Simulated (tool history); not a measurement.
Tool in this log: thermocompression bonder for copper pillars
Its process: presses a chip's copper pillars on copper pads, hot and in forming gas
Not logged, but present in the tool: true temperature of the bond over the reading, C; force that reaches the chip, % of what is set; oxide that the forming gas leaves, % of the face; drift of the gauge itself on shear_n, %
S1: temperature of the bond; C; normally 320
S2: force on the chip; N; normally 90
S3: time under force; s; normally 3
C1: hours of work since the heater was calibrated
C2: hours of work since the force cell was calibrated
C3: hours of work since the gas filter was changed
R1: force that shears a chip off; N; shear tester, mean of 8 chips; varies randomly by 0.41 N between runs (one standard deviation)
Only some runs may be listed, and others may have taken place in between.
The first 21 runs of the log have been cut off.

run   hour   S1   S2  S3   C1   C2  C3     R1
 22  255.3  341   87   3  675   33   9   96.1
 23  264.8  341   87   3  680   38  13   96.7
 24  278.7  306   87   6  686   44  20   88.9
 25  292.4  318   90   3  693   50  26   82.6
 26  300.9  294   90   3  697   55  30   65.4
 27  313.2  294   86   3  703   60  36   63.9
 28  322.4  294   86   3  707   65  40   63.1
 29  338.4  294  102   3  714   72  48   69.8
 30  354.8  294  102   3  722   80  56   69.5
 31  363.1  345  130   7  726   84  59  120.1
 32  380.0  345  130   7  734   92  67  119.9
 33  394.7  345  130   7  741   99  74  120.2
 34  408.9  301  110   2  748  105  81   67.8
 35  421.5  301  110   2  754  111  87   68.4

Below are 4 alternative next runs, each starting from the tool's condition after run 35. Predict each:
  A  435.5  301   54   2  760  118  94   ?
  B  435.5  339  115   2  760  118  94   ?
  C  435.5  301   80   2  760  118  94   ?
  D  435.5  301   90   3  760  118  94   ?

run    R1
  A  44.0
  B  95.0
  C  56.7
  D  69.9
Had the tool no hidden state, the same runs would have come out as:
run    R1
  A  40.7
  B  92.2
  C  53.0
  D  65.8
